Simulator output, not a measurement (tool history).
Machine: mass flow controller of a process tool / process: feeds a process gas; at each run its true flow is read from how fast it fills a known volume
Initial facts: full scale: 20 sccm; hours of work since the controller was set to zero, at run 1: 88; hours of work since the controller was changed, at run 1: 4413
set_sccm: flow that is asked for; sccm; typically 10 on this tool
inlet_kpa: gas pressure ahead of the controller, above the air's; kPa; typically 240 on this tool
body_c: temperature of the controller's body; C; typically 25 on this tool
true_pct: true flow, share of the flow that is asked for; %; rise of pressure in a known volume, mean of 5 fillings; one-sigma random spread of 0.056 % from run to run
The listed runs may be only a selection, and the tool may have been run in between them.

run	hour	set_sccm	inlet_kpa	body_c	hours of work since the controller was set to zero	hours of work since the controller was changed	true_pct
1	0.0	10	240	25	88	4413	99.25
2	158.1	10	240	25	188	4513	99.20
3	406.9	10	240	25	345	4670	99.10
4	576.1	10	240	25	452	4777	99.03
5	714.9	10	240	31	540	4865	99.39
6	914.8	10	240	31	666	4991	99.23
7	1145.0	10	240	31	811	5136	99.17
8	1344.8	10	240	31	937	5262	98.98
9	1599.8	10	240	25	1098	5423	98.68
10	1722.2	7	270	25	1176	5501	98.43
11	1930.0	7	270	25	1307	5632	98.18
12	2157.9	3	240	25	1451	5776	97.80
13	2386.7	10	214	37	1595	5920	98.92
14	2578.0	10	176	20	1716	6041	97.64
15	2710.0	10	195	20	1799	6124	97.65
16	2917.8	10	220	24	1931	6255	97.77
17	3117.0	4	199	31	2056	6381	97.58

Below, some changes in true_pct between adjacent runs. For each, the amount present without the hidden state too (settings, incoming material, random variation) and the amount remaining for the hidden state with gauge scatter not shared by both compared results:
The hidden state here: flow at rest that the sensor doesn't see, % of full scale; true flow over the shown one, %; drift of the gauge itself on true_pct, %.
Run 2 -> 3: settings left as they were, no log entry in between. true_pct -0.10 %: hidden state -0.11, all else +0.01.
Run 13 -> 14: inlet_kpa 214 -> 176, body_c 37 -> 20. true_pct -1.28 %: hidden state -0.08, all else -1.20.
